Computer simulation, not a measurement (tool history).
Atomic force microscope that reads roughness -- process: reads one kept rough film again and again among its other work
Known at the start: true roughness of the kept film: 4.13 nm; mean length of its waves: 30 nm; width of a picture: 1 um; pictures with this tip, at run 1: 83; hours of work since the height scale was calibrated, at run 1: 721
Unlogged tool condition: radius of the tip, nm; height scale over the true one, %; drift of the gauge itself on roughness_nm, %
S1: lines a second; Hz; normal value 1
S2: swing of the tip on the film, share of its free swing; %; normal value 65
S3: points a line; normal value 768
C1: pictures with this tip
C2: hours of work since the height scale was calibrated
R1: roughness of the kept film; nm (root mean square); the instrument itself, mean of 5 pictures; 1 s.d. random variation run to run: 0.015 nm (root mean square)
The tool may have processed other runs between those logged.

run     day    S1  S2   S3   C1    C2     R1
  1       0     1  65  768   83   721  3.367
  2   1.783     1  64  768  155   747  3.264
  3   3.542     1  64  768  224   772  3.115
      3.875  -- new tip fitted
  4   4.967     1  64  768   44   792  3.444
  5   6.208     1  64  768   93   810  3.314
  6   7.617     1  64  768  149   830  3.205
  7   9.475     1  65  768  223   856  3.042
      9.879  -- new tip fitted
  8  10.504     1  65  768   25   871  3.477
  9  12.054     1  65  768   87   893  3.335
 10  13.512  0.69  65  768  145   913  3.262
 11  14.654  0.69  65  768  191   930   3.15
     15.908  -- new tip fitted
 12  15.925  0.69  65  768    0   948  3.609
 13  16.833  0.69  65  768   37   961  3.502
 14  17.692  0.69  65  768   71   973  3.412
 15  18.971     1  65  546  122   991  3.249
 16  20.283     1  65  546  174  1010  3.149
 17  21.242     1  65  546  212  1023  3.073
     21.838  -- new tip fitted
 18  22.904   1.7  79  688   43  1047  3.164
 19  24.642  0.85  79  691  112  1072  3.219
 20  26.596  0.85  79  691  189  1099  3.053
     27.908  -- new tip fitted
 21  27.908  1.67  79  729    0  1118  3.269
 22  28.867  2.78  89  768   38  1132  2.671
 23  30.158  1.38  89  768   90  1150  2.954
 24  32.033  3.79  89  968  164  1177  2.255
 25  33.125     1  65  458  208  1192  3.092
     33.871  -- new tip fitted
 26  34.346     1  65  458   19  1209   3.51
 27  36.042     1  61  530   86  1233  3.411
 28  37.604     1  61  530  148  1256  3.263
 29  39.008  2.09  61  258  204  1276  3.013
     39.812  -- new tip fitted
 30  39.938  2.09  89  627    5  1289  2.909
 31  41.017  1.93  83  492   48  1304  2.996
 32  42.025  0.67  59  765   88  1319  3.421
 33  43.583  0.99  59  765  150  1341  3.268
 34  45.283  3.45  76  383  218  1365  2.585

Predict each of these 3 candidate next runs independently; none follows another, all start after run 34:
     45.792  -- new tip fitted
  A  47.112  3.27  65  325  53  1391   ?
     45.792  -- new tip fitted
  B  47.112     1  65  758  53  1391   ?
     45.792  -- new tip fitted
  C  47.112  3.45  56  383  53  1391   ?

run     R1
  A  3.165
  B  3.453
  C  3.324
With no hidden state in the tool, these same runs would have given:
run     R1
  A  3.244
  B  3.538
  C  3.406
